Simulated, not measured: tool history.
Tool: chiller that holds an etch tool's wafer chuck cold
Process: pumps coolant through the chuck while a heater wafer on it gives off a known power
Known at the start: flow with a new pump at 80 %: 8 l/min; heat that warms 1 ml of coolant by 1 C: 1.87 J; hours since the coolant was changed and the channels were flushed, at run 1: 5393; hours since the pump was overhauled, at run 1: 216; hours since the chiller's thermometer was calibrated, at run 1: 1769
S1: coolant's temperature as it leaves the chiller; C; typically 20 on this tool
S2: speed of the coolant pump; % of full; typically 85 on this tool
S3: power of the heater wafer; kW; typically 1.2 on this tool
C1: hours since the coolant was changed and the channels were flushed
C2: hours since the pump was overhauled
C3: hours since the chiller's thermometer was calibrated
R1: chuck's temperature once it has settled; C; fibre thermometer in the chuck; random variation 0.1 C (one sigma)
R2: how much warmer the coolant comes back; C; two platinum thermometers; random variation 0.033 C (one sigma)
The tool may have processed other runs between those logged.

| run | hour | S1 | S2 | S3 | C1 | C2 | C3 | R1 | R2 |
|---|---|---|---|---|---|---|---|---|---|
| 1 | 0 | 20 | 85 | 1.2 | 5393 | 216 | 1769 | 30.6 | 4.58 |
| 2 | 18.2 | 20 | 60 | 1.2 | 5411 | 234 | 1787 | 34.3 | 6.41 |
| 3 | 53.3 | 20 | 60 | 1.2 | 5446 | 269 | 1822 | 34.4 | 6.39 |
| 4 | 88.4 | 20 | 60 | 1.2 | 5481 | 304 | 1857 | 34.4 | 6.52 |
| 5 | 106.1 | 20 | 60 | 1.2 | 5499 | 322 | 1875 | 34.4 | 6.46 |
| 6 | 138.3 | 18 | 85 | 1.2 | 5531 | 354 | 1907 | 28.5 | 4.55 |
| 7 | 167.4 | 18 | 85 | 1.2 | 5560 | 383 | 1936 | 28.7 | 4.55 |
| 8 | 196 | 18 | 85 | 1.2 | 5589 | 412 | 1965 | 28.7 | 4.59 |
| 9 | 232.4 | 20 | 61 | 1.2 | 5625 | 448 | 2001 | 34.3 | 6.34 |
| 10 | 259.8 | 20 | 63 | 1.2 | 5653 | 475 | 2029 | 33.9 | 6.22 |
| 11 | 278.2 | 14 | 71 | 1.39 | 5671 | 494 | 2047 | 28.7 | 6.37 |
| 12 | 313.3 | 14 | 71 | 1.39 | 5706 | 529 | 2082 | 28.5 | 6.31 |
| 13 | 341.8 | 20 | 98 | 1.149 | 5734 | 557 | 2110 | 29 | 3.82 |
| 14 | 372.1 | 19 | 74 | 0.753 | 5765 | 588 | 2141 | 26.4 | 3.23 |
|  | 378.6 | coolant pump overhauled |
| 15 | 405.3 | 29 | 85 | 1.767 | 5793 | 27 | 2169 | 44.8 | 6.76 |
| 16 | 429.4 | 19 | 93 | 1.2 | 5817 | 51 | 2193 | 28.8 | 4.15 |
| 17 | 446.8 | 12 | 82 | 0.942 | 5835 | 68 | 2211 | 20.5 | 3.78 |

What does the tool deliver on the next run?
| 18 | 473.5 | 12 | 82 | 0.942 | 5861 | 95 | 2237 | ? | ? |

Run 18 yielded R1 20.7 C, R2 3.73 C.
The same run, on a tool lacking any hidden state, would have yielded R1 20.1 C, R2 3.68 C.

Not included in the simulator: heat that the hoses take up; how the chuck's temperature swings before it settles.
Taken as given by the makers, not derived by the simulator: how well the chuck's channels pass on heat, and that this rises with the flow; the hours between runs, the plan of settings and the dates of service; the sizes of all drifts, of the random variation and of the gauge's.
